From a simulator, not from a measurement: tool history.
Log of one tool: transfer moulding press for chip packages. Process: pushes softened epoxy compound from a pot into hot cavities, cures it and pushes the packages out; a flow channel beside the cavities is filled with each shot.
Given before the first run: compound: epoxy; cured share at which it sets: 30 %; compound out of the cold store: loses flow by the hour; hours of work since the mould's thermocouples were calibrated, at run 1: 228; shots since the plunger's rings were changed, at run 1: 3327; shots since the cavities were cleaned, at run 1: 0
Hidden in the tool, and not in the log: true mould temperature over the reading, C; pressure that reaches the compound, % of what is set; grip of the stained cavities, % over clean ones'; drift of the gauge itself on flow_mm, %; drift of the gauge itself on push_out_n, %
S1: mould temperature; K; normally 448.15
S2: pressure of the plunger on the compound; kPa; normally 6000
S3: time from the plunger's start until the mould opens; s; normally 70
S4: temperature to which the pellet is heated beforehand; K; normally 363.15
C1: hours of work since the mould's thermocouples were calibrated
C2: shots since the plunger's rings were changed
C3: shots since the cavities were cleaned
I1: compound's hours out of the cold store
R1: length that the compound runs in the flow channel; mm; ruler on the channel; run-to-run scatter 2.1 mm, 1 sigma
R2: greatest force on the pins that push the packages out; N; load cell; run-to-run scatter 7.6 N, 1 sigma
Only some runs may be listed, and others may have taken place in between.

run    day      S1    S2  S3      S4   C1    C2   C3    I1   R1   R2
  1      0  448.15  6000  70  363.15  228  3327    0  39.5  697  327
  2  0.596  448.15  6000  70  363.15  239  3560  233    11  759  392
  3   1.45  448.15  6000  70  363.15  254  3895  568  42.1  686  424
  4  2.121  448.15  6000  78  363.15  266  4158  831  47.9  668  409
     2.588  -- cavities cleaned with cleaning compound and waxed
  5  3.038  448.15  6000  78  363.15  281  4493  176  21.5  721  311
  6  3.821  448.15  6000  78  363.15  295  4799  482  20.4  722  368
     4.329  -- plunger's sealing rings changed
  7  4.492  448.15  6000  78  363.15  305    64  704  35.7  729  382
  8  5.138  453.15  6000  67  363.15  316   317  957  16.6  758  421

Run 9 is up next; what results do you expect?
     5.329  -- cavities cleaned with cleaning compound and waxed
  9  5.75  448.15  6000  73  363.15  326  531  163  33.7   ?   ?

R1: 737 mm
R2: 343 N
Were there no unlogged condition in the tool, this run, its random variation unchanged, would have produced R1 742 mm, R2 297 N.
